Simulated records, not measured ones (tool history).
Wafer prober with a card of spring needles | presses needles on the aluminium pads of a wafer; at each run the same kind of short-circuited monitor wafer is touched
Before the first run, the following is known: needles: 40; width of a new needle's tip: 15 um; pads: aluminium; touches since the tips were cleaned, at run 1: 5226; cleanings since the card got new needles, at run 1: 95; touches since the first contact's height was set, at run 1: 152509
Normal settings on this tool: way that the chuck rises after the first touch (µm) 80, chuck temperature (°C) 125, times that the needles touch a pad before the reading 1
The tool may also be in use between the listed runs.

run    hour  way that the chuck rises after the first touch (µm)  chuck temperature (°C)  times that the needles touch a pad before the reading  touches since the tips were cleaned  cleanings since the card got new needles  touches since the first contact's height was set  resistance of one needle with its contact and lead (mohm)  way that a needle slides on the pad (µm)
  1     0.0                                                   80                     125                                                      1                                 5226                                        95                                            152509                                                        308                                     12.84
        3.8  -- tips cleaned on abrasive film
       13.1  -- height of the first contact set anew
       27.0  -- tips cleaned on abrasive film
       47.1  -- tips cleaned on abrasive film
  2    53.3                                                   80                     125                                                      1                                 1778                                        98                                             11448                                                        301                                     13.19
       70.1  -- tips cleaned on abrasive film
       94.4  -- tips cleaned on abrasive film
      117.2  -- tips cleaned on abrasive film
  3   127.3                                                   80                     125                                                      2                                 2909                                       101                                             32552                                                        295                                     13.21
      137.4  -- tips cleaned on abrasive film
      162.2  -- tips cleaned on abrasive film
  4   177.9                                                   80                     125                                                      2                                 4484                                       103                                             46960                                                        299                                     13.15
      186.4  -- tips cleaned on abrasive film
      209.3  -- tips cleaned on abrasive film
  5   218.2                                                   83                     125                                                      1                                 2523                                       105                                             58419                                                        298                                     13.62
      233.3  -- tips cleaned on abrasive film
      254.8  -- tips cleaned on abrasive film
      275.9  -- tips cleaned on abrasive film
  6   293.2                                                   80                     125                                                      1                                 4943                                       108                                             79790                                                        307                                     13.07
      297.3  -- tips cleaned on abrasive film
      313.1  -- tips cleaned on abrasive film, once more
  7   328.5                                                   80                     125                                                      1                                 4390                                       110                                             89830                                                        310                                     13.02
      333.6  -- tips cleaned on abrasive film
      353.7  -- tips cleaned on abrasive film
      378.8  -- tips cleaned on abrasive film
  8   397.9                                                   80                     125                                                      2                                 5489                                       113                                            109620                                                        301                                     12.98
      403.0  -- tips cleaned on abrasive film
      427.2  -- tips cleaned on abrasive film
      450.1  -- tips cleaned on abrasive film
  9   454.8                                                   80                     125                                                      2                                 1333                                       116                                            125789                                                        295                                     12.89
      471.5  -- tips cleaned on abrasive film
      495.4  -- tips cleaned on abrasive film
      518.1  -- tips cleaned on abrasive film
 10   533.8                                                   80                     125                                                      2                                 4497                                       119                                            148320                                                        301                                     12.84
      538.9  -- tips cleaned on abrasive film
      561.5  -- tips cleaned on abrasive film
      561.8  -- height of the first contact set anew
      585.5  -- tips cleaned on abrasive film
      606.4  -- tips cleaned on abrasive film
 11   608.8                                                   80                      95                                                      1                                  680                                       123                                             13369                                                        286                                     13.24
      631.3  -- tips cleaned on abrasive film
      654.8  -- tips cleaned on abrasive film
 12   654.9                                                   80                      43                                                      1                                   44                                       125                                             26519                                                        268                                     13.21
      677.7  -- tips cleaned on abrasive film
      697.8  -- tips cleaned on abrasive film
 13   703.8                                                   80                      43                                                      1                                 1733                                       127                                             40454                                                        278                                     13.09
      718.9  -- tips cleaned on abrasive film
      742.5  -- tips cleaned on abrasive film
 14   754.3                                                   80                     125                                                      1                                 3393                                       129                                             54844                                                        308                                     13.14
      764.4  -- tips cleaned on abrasive film
      787.1  -- tips cleaned on abrasive film
      811.8  -- tips cleaned on abrasive film
 15   815.6                                                   92                      63                                                      1                                 1083                                       132                                             72272                                                        278                                     15.05
      835.3  -- tips cleaned on abrasive film
      859.0  -- tips cleaned on abrasive film
 16   874.9                                                   92                      63                                                      1                                 4547                                       134                                             89185                                                        287                                     14.90
      880.0  -- tips cleaned on abrasive film
      903.8  -- tips cleaned on abrasive film
      927.8  -- tips cleaned on abrasive film
 17   940.7                                                   92                      63                                                      1                                 3695                                       137                                            107937                                                        291                                     14.91
      950.4  -- tips cleaned on abrasive film
      975.2  -- tips cleaned on abrasive film
 18   983.5                                                   93                      31                                                      1                                 2400                                       139                                            120130                                                        272                                     15.05
      996.6  -- tips cleaned on abrasive film
 19  1015.7                                                   93                      31                                                      1                                 5469                                       140                                            129294                                                        279                                     15.05
     1020.8  -- tips cleaned on abrasive film
     1044.2  -- tips cleaned on abrasive film
     1067.6  -- tips cleaned on abrasive film
 20  1087.1                                                   60                      31                                                      1                                 5560                                       143                                            149626                                                        317                                      9.53
     1090.8  -- tips cleaned on abrasive film
     1110.5  -- height of the first contact set anew
     1114.4  -- tips cleaned on abrasive film
     1134.5  -- tips cleaned on abrasive film
 21  1141.6                                                   64                      50                                                      1                                 2048                                       146                                              8856                                                        293                                     10.57
     1155.3  -- tips cleaned on abrasive film
     1179.3  -- tips cleaned on abrasive film
     1200.3  -- tips cleaned on abrasive film
 22  1213.0                                                   64                      50                                                      1                                 3642                                       149                                             29196                                                        306                                     10.49
     1222.2  -- tips cleaned on abrasive film
     1245.0  -- tips cleaned on abrasive film
     1265.2  -- tips cleaned on abrasive film
     1289.5  -- tips cleaned on abrasive film
     1301.5  -- card fitted with new needles
 23  1305.0                                                   71                      86                                                      1                                 1000                                         0                                              1000                                                        283                                     11.78
     1322.7  -- tips cleaned on abrasive film
     1344.8  -- tips cleaned on abrasive film
 24  1360.1                                                   71                      86                                                      1                                 4381                                         2                                             16714                                                        293                                     11.69
     1365.2  -- tips cleaned on abrasive film
     1385.3  -- tips cleaned on abrasive film
     1408.3  -- tips cleaned on abrasive film
     1431.1  -- tips cleaned on abrasive film
 25  1439.9                                                   72                     125                                                      1                                 2512                                         6                                             39439                                                        297                                     11.81
     1454.9  -- tips cleaned on abrasive film
     1478.0  -- tips cleaned on abrasive film
 26  1482.1                                                   67                      31                                                      2                                 1162                                         8                                             51453                                                        271                                     10.96
     1500.2  -- tips cleaned on abrasive film
 27  1518.5                                                   76                      46                                                      2                                 5233                                         9                                             61827                                                        276                                     12.42

What if the next run were any one of these 5? Each begins from the tool's condition after run 27:
     1523.6  -- tips cleaned on abrasive film
     1543.7  -- tips cleaned on abrasive film
     1567.5  -- tips cleaned on abrasive film
  A  1579.0                                                   68                     125                                                      2                                 3290                                        12                                             79046                                                          ?                                         ?
     1523.6  -- tips cleaned on abrasive film
     1543.7  -- tips cleaned on abrasive film
     1567.5  -- tips cleaned on abrasive film
  B  1579.0                                                   76                      26                                                      2                                 3290                                        12                                             79046                                                          ?                                         ?
     1523.6  -- tips cleaned on abrasive film
     1543.7  -- tips cleaned on abrasive film
     1567.5  -- tips cleaned on abrasive film
  C  1579.0                                                   78                      42                                                      1                                 3290                                        12                                             79046                                                          ?                                         ?
     1523.6  -- tips cleaned on abrasive film
     1543.7  -- tips cleaned on abrasive film
     1567.5  -- tips cleaned on abrasive film
  D  1579.0                                                   66                      46                                                      1                                 3290                                        12                                             79046                                                          ?                                         ?
     1523.6  -- tips cleaned on abrasive film
     1543.7  -- tips cleaned on abrasive film
     1567.5  -- tips cleaned on abrasive film
  E  1579.0                                                   84                      46                                                      1                                 3290                                        12                                             79046                                                          ?                                         ?

run  resistance of one needle with its contact and lead (mohm)  way that a needle slides on the pad (µm)
  A                                                        297                                     11.03
  B                                                        273                                     12.38
  C                                                        278                                     12.73
  D                                                        286                                     10.69
  E                                                        275                                     13.66
With the hidden condition removed and each run's random variation left untouched, the same runs would have given:
run  resistance of one needle with its contact and lead (mohm)  way that a needle slides on the pad (µm)
  A                                                        285                                     11.24
  B                                                        262                                     12.59
  C                                                        260                                     12.94
  D                                                        263                                     10.90
  E                                                        259                                     13.88
